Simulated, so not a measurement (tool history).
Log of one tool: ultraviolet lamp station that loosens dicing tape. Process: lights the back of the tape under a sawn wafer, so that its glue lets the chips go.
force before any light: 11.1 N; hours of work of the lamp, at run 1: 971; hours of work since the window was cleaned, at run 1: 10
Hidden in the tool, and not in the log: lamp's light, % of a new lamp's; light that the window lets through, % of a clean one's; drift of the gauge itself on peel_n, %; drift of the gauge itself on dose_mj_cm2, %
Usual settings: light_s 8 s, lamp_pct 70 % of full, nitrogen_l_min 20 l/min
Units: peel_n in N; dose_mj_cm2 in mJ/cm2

run,hour,light_s,lamp_pct,nitrogen_l_min,hours of work of the lamp,hours of work since the window was cleaned,peel_n,dose_mj_cm2
1,0,8,70,20,971,10,0.936,469
2,42,8,70,20,993,32,0.894,463
3,76.8,8,89,20,1011,51,0.527,601
4,114.9,8,80,20,1031,71,0.691,532
5,177.3,8,80,20,1064,104,0.681,531
# hour 247.8: lamp changed
6,254.5,8,70,20,4,144,0.903,471
7,325.2,8,87,20,41,181,0.544,587
8,394.7,8,87,20,77,218,0.546,586
9,441.9,8,70,20,102,243,0.891,471
10,476.7,10,70,20,121,261,0.54,579
# hour 501.1: window cleaned of glue's vapour
11,521.6,4,70,20,144,11,2.944,236
12,574.6,8,70,20,172,39,0.888,473
13,636.5,14,70,20,205,71,0.267,820
14,698.4,14,70,28,237,104,0.223,813
15,766.1,14,70,28,273,140,0.221,814
16,832.5,9,70,20,308,175,0.689,532
17,881.5,9,70,23,334,200,0.628,517
18,935.5,8,70,34,362,229,0.586,463
19,979.1,8,84,20,385,252,0.593,565
# hour 1021.9: window cleaned of glue's vapour
20,1055.7,8,84,20,425,18,0.618,559
21,1105.7,11,70,20,452,44,0.443,638
22,1175.9,11,70,20,489,81,0.427,648
23,1248.6,11,87,28,527,119,0.22,798
24,1281.6,5,88,12,544,137,2.046,368
25,1341.3,5,94,32,576,168,0.936,390

Run 26 comes next. What will it give?
26,1401.4,5,94,32,608,200,?,?

Run 26 gave peel_n 0.909 N, dose_mj_cm2 391 mJ/cm2.
Without the tool's hidden state the same run would have given peel_n 0.906 N, dose_mj_cm2 392 mJ/cm2.

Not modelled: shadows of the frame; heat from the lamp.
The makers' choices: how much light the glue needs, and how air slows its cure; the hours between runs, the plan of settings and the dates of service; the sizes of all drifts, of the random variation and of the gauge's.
